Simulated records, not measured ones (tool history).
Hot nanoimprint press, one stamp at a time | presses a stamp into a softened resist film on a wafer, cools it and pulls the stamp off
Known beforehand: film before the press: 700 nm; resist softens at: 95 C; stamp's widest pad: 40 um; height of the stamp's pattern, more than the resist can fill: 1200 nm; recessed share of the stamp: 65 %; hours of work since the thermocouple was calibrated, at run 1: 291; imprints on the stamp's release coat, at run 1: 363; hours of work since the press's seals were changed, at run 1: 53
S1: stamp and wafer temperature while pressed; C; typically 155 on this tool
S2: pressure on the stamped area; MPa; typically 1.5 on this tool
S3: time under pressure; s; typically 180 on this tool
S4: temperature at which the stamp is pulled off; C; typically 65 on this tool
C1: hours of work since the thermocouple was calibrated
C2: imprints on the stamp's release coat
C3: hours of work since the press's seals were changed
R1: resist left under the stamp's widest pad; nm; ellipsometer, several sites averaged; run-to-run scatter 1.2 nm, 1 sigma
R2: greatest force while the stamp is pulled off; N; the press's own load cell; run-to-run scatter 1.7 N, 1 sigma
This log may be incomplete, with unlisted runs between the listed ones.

run 1 hour=0 | S1=155 S2=1.5 S3=180 S4=65 | C1=291 C2=363 C3=53 | R1=301.1 R2=192
run 2 hour=45.9 | S1=155 S2=1.5 S3=180 S4=65 | C1=323 C2=464 C3=84 | R1=302.7 R2=192
run 3 hour=102.1 | S1=155 S2=1.5 S3=180 S4=65 | C1=361 C2=587 C3=122 | R1=304 R2=196
run 4 hour=150.2 | S1=155 S2=1.5 S3=180 S4=65 | C1=393 C2=693 C3=155 | R1=302.3 R2=198
run 5 hour=186.5 | S1=155 S2=1.5 S3=180 S4=65 | C1=418 C2=772 C3=180 | R1=308 R2=201
run 6 hour=251.4 | S1=155 S2=1.5 S3=180 S4=65 | C1=462 C2=915 C3=223 | R1=307.5 R2=206
run 7 hour=300 | S1=155 S2=1.5 S3=180 S4=61 | C1=495 C2=1021 C3=256 | R1=309 R2=234
run 8 hour=344.5 | S1=155 S2=1.5 S3=180 S4=61 | C1=525 C2=1119 C3=287 | R1=311 R2=235
-- hour=380.9 stamp cleaned and given a new release coat
run 9 hour=385.4 | S1=155 S2=1.5 S3=180 S4=61 | C1=548 C2=10 C3=310 | R1=310.2 R2=205
run 10 hour=443.8 | S1=144 S2=1.5 S3=180 S4=65 | C1=588 C2=138 C3=350 | R1=508.1 R2=190
-- hour=460.2 plate thermocouple calibrated
run 11 hour=508.7 | S1=155 S2=1.5 S3=263 S4=65 | C1=33 C2=274 C3=392 | R1=288.1 R2=195
run 12 hour=557.9 | S1=155 S2=1.5 S3=263 S4=65 | C1=66 C2=381 C3=425 | R1=287 R2=198
run 13 hour=586.5 | S1=155 S2=1.5 S3=263 S4=65 | C1=85 C2=444 C3=444 | R1=290.1 R2=203
-- hour=634.4 plate thermocouple calibrated, once more
run 14 hour=635.8 | S1=155 S2=1.5 S3=263 S4=65 | C1=1 C2=546 C3=476 | R1=256.3 R2=190
run 15 hour=686 | S1=155 S2=1.5 S3=180 S4=62 | C1=35 C2=656 C3=510 | R1=293.7 R2=210
run 16 hour=739.4 | S1=155 S2=1.5 S3=180 S4=62 | C1=71 C2=773 C3=546 | R1=296.1 R2=212
run 17 hour=795.7 | S1=155 S2=1.5 S3=180 S4=62 | C1=109 C2=897 C3=584 | R1=296.5 R2=217
run 18 hour=842.3 | S1=147 S2=1.5 S3=312 S4=62 | C1=141 C2=999 C3=615 | R1=368.6 R2=223
run 19 hour=882.1 | S1=147 S2=1.02 S3=120 S4=62 | C1=168 C2=1086 C3=642 | R1=553.4 R2=222
run 20 hour=921.8 | S1=147 S2=1.02 S3=120 S4=62 | C1=195 C2=1173 C3=669 | R1=550.6 R2=226
-- hour=935.2 stamp cleaned and given a new release coat
run 21 hour=957.4 | S1=155 S2=1.07 S3=256 S4=65 | C1=215 C2=48 C3=689 | R1=324.5 R2=180
run 22 hour=1017.5 | S1=144 S2=1.07 S3=256 S4=65 | C1=255 C2=180 C3=730 | R1=519.6 R2=186
run 23 hour=1057.7 | S1=144 S2=1.07 S3=210 S4=65 | C1=283 C2=269 C3=757 | R1=537.3 R2=190
run 24 hour=1089.5 | S1=165 S2=1.07 S3=293 S4=65 | C1=304 C2=338 C3=779 | R1=201.7 R2=192
run 25 hour=1140.2 | S1=149 S2=1.5 S3=180 S4=65 | C1=338 C2=450 C3=813 | R1=404.3 R2=191
-- hour=1162.4 press's hydraulic seals changed and the load cell set to zero
run 26 hour=1189.9 | S1=152 S2=1.5 S3=311 S4=66 | C1=367 C2=541 C3=19 | R1=291.7 R2=188
run 27 hour=1239.4 | S1=162 S2=1.43 S3=311 S4=66 | C1=400 C2=650 C3=52 | R1=189.4 R2=194
run 28 hour=1271.8 | S1=162 S2=1.43 S3=311 S4=66 | C1=422 C2=721 C3=74 | R1=189.5 R2=196
run 29 hour=1328.5 | S1=151 S2=1.06 S3=311 S4=66 | C1=460 C2=845 C3=112 | R1=379 R2=200

Per-run results on a tool with no hidden state, each run keeping its own random variation:
What the log doesn't record here: true temperature over the reading, C; pressure that arrives at the usual setting, %; grip of the stamp's worn release coat, % over a new coat's; drift of the gauge itself on residual_nm, %; drift of the gauge itself on pull_off_n, %.
run=1 R1=295 R2=182
run=2 R1=295.3 R2=179
run=3 R1=295.1 R2=179
run=4 R1=292.2 R2=179
run=5 R1=296.7 R2=179
run=6 R1=294.4 R2=180
run=7 R1=294.7 R2=202
run=8 R1=295.4 R2=200
run=9 R1=293.7 R2=199
run=10 R1=483.9 R2=181
run=11 R1=259.9 R2=178
run=12 R1=257.7 R2=178
run=13 R1=259.9 R2=180
run=14 R1=258 R2=179
run=15 R1=294.2 R2=195
run=16 R1=295.2 R2=194
run=17 R1=294.2 R2=195
run=18 R1=364.3 R2=197
run=19 R1=549.2 R2=194
run=20 R1=545.3 R2=195
run=21 R1=318.4 R2=177
run=22 R1=510.4 R2=180
run=23 R1=527.4 R2=182
run=24 R1=196 R2=181
run=25 R1=390.1 R2=177
run=26 R1=282.2 R2=173
run=27 R1=183.1 R2=175
run=28 R1=182.6 R2=175
run=29 R1=363.2 R2=176
